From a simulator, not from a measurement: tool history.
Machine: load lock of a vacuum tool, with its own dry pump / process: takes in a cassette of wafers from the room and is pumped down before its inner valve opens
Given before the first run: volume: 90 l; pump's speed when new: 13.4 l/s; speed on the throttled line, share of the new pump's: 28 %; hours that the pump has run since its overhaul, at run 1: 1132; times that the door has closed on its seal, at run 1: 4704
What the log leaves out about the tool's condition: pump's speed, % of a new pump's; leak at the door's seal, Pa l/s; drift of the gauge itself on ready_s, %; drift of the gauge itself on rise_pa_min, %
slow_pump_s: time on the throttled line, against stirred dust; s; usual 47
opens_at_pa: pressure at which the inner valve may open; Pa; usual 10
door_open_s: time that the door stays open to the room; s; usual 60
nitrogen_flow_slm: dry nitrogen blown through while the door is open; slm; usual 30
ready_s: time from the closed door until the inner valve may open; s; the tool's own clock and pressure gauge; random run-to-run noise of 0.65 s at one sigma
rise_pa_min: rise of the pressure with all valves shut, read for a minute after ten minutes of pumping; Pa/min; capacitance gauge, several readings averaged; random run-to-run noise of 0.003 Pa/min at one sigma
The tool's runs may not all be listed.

run,hour,slow_pump_s,opens_at_pa,door_open_s,nitrogen_flow_slm,hours that the pump has run since its overhaul,times that the door has closed on its seal,"incoming humidity of the room's air, %",ready_s,rise_pa_min
1,0.0,47,10,60,30,1132,4704,45.9,96.6,0.031
2,125.3,47,10,60,30,1258,4853,43.8,97.2,0.035
3,209.7,47,10,60,30,1342,4954,44.2,95.9,0.036
4,297.6,47,10,60,30,1430,5058,43.9,97.2,0.034
5,391.1,47,10,60,30,1524,5169,43.7,98.2,0.029
6,487.0,47,10,60,30,1619,5283,43.1,96.9,0.031
7,610.2,47,10,60,30,1743,5430,46.1,96.1,0.037
8,713.2,47,10,60,30,1846,5552,48.0,97.5,0.034
9,822.0,47,10,60,30,1955,5681,45.3,96.0,0.035
10,951.6,47,10,60,30,2084,5835,44.8,98.2,0.034
11,1008.3,47,10,60,40,2141,5903,45.5,98.0,0.029
12,1111.6,47,10,60,22,2244,6026,45.2,96.8,0.036
13,1197.1,47,10,60,42,2330,6127,45.8,97.0,0.038
14,1282.8,47,10,60,30,2415,6229,44.8,97.6,0.030
15,1358.2,47,10,60,30,2491,6319,47.3,98.1,0.044
16,1476.6,47,10,98,30,2609,6459,45.1,97.7,0.045
17,1591.3,47,10,98,30,2724,6596,42.1,98.4,0.044
18,1644.5,47,18,27,30,2777,6659,43.6,92.7,0.029
19,1749.0,48,9,71,16,2882,6783,48.7,98.6,0.047
20,1852.9,28,9,162,5,2985,6907,43.6,85.6,0.093
21,1984.2,69,8,162,39,3117,7063,41.5,113.9,0.048
22,2068.0,47,10,60,17,3201,7162,45.7,98.1,0.046
23,2188.9,47,10,60,17,3321,7306,43.9,98.3,0.048
24,2285.3,47,10,26,17,3418,7421,43.1,99.2,0.037
25,2412.1,47,10,26,18,3545,7571,45.6,98.3,0.037
26,2536.2,29,10,26,20,3669,7719,45.8,85.1,0.036
27,2651.9,47,10,60,18,3784,7856,43.7,98.0,0.053
28,2716.8,43,10,59,30,3849,7933,45.2,94.7,0.048
29,2836.0,43,10,59,30,3968,8075,46.6,95.6,0.046
30,2927.7,43,10,59,30,4060,8184,45.5,95.7,0.042
31,2996.2,32,10,60,30,4129,8265,42.1,87.6,0.046
32,3059.7,32,10,60,30,4192,8341,44.7,87.2,0.041
33,3121.2,47,8,159,45,4254,8414,46.2,101.0,0.055

Below, each run's measurement less what the same run would have read without the hidden state. Both values contain the same run-to-run variation, but the gauge's scatter may not be the same in both:
run,ready_s,rise_pa_min
1,+0.6,+0.011
2,+0.7,+0.012
3,+0.7,+0.011
4,+0.8,+0.012
5,+0.8,+0.013
6,+0.8,+0.012
7,+1.0,+0.013
8,+1.1,+0.014
9,+1.1,+0.013
10,+1.2,+0.014
11,+1.4,+0.014
12,+1.3,+0.015
13,+1.5,+0.015
14,+1.4,+0.016
15,+1.5,+0.016
16,+1.5,+0.016
17,+1.6,+0.017
18,+1.5,+0.017
19,+1.7,+0.017
20,+2.0,+0.017
21,+1.7,+0.018
22,+1.9,+0.018
23,+2.0,+0.019
24,+2.2,+0.020
25,+2.3,+0.020
26,+2.5,+0.020
27,+2.3,+0.021
28,+2.4,+0.021
29,+2.5,+0.021
30,+2.6,+0.022
31,+2.7,+0.022
32,+2.8,+0.022
33,+2.9,+0.023
